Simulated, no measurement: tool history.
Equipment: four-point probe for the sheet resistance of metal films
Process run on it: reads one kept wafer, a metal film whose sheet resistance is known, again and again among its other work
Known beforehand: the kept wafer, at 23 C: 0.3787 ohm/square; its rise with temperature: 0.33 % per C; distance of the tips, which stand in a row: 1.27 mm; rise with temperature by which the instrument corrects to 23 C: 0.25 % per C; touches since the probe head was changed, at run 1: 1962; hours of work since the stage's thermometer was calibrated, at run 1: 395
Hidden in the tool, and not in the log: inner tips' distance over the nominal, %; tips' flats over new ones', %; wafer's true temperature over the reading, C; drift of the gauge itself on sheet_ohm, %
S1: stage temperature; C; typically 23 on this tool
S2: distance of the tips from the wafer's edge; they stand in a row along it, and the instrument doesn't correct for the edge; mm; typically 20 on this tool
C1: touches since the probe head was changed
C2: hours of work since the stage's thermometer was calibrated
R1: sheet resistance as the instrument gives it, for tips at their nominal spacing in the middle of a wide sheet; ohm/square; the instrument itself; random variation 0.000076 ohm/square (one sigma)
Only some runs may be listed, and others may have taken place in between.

run     day  S1  S2     C1   C2        R1
  1       0  23  20   1962  395  0.379864
  2   2.117  23  20   3831  417  0.379644
  3   5.367  23  20   6708  449  0.379545
  4   7.054  23  20   8201  466  0.379504
  5   9.304  23   9  10191  489  0.382361
  6  12.629  23   9  13129  523  0.382482
  7  14.946  23  20  15177  546   0.37909
  8  16.704  23  59  16733  564  0.378373
  9  19.575  23  59  19269  593  0.378162
 10  22.125  23  59  21527  618  0.378149
 11  23.512  26  59  22753  632  0.378714
 12  26.012  31  27  24964  658  0.380787
 13    27.5  25  23  26279  673  0.378984
 14  30.646  26   6  29060  704  0.387413
 15  33.788  34  20  31839  736  0.381466
 16  36.129  19  26  33909  759  0.376466
 17  38.975  19  26  36425  788  0.376431
 18  41.412  27  17  38581  813  0.379457
 19  44.779  27  12  41558  847  0.380348

What if the next run were any one of these 3? Each begins from the tool's condition after run 19:
  A  47.004  24  16  43524  869   ?
  B  47.004  24   3  43524  869   ?
  C  47.004  33   8  43524  869   ?

run        R1
  A  0.378374
  B  0.410051
  C  0.384941
What these runs would have given with no unlogged condition in the tool:
run        R1
  A  0.380257
  B  0.412077
  C  0.386852
